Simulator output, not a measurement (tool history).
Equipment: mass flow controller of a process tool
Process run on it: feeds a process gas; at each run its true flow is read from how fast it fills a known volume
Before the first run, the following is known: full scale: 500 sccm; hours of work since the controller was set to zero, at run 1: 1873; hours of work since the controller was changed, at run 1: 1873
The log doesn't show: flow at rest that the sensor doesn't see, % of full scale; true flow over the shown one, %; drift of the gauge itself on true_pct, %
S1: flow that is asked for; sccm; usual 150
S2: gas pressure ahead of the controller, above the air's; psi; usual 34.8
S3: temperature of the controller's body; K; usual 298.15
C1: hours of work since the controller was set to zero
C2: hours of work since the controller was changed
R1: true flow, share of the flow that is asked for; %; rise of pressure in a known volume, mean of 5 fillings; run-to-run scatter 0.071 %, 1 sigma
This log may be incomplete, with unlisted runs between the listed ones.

run,hour,S1,S2,S3,C1,C2,R1
1,0.0,150,34.8,298.15,1873,1873,100.37
2,48.3,150,34.8,298.15,1896,1896,100.32
3,137.0,214,34.8,298.15,1938,1938,100.08
4,202.1,214,34.8,298.15,1969,1969,100.24
5,283.1,150,34.8,298.15,2007,2007,100.38
6,327.6,150,23.5,298.15,2028,2028,100.64
7,421.4,150,23.5,298.15,2073,2073,100.86
8,502.0,150,23.5,298.15,2111,2111,100.57
9,570.5,150,23.5,298.15,2143,2143,100.74
10,657.8,150,34.8,298.15,2185,2185,100.45
11,723.5,150,34.8,298.15,2216,2216,100.50
12,822.0,150,34.8,298.15,2262,2262,100.43
13,874.0,150,34.8,298.15,2287,2287,100.53
14,965.5,150,34.8,298.15,2330,2330,100.36
# hour 971.5: controller's zero set anew
15,1037.1,150,35.4,300.15,31,2364,101.07
16,1088.8,150,28.9,306.15,56,2388,100.92
17,1169.9,74,39.5,298.15,94,2427,102.41
18,1255.8,74,39.5,294.15,135,2467,102.54
19,1324.7,74,39.5,294.15,167,2500,102.71
20,1375.5,413,34.8,304.15,191,2524,100.44
21,1418.9,265,22.2,304.15,212,2545,100.78
# hour 1498.5: controller's zero set anew, once more
22,1514.8,150,30.7,303.15,8,2590,99.70
23,1598.3,214,36.3,303.15,47,2629,99.74
24,1638.5,71,28.6,299.15,66,2648,99.88
25,1737.5,292,27.0,295.15,113,2695,100.16
26,1812.5,292,20.9,295.15,149,2731,100.37

Had the tool no unlogged condition, and each run kept its random variation, what would the results have been?
run,R1
1,99.54
2,99.48
3,99.44
4,99.58
5,99.47
6,99.71
7,99.91
8,99.60
9,99.74
10,99.43
11,99.46
12,99.36
13,99.45
14,99.25
15,99.39
16,99.23
17,99.17
18,99.26
19,99.40
20,99.63
21,99.65
22,99.40
23,99.42
24,99.49
25,99.83
26,100.02
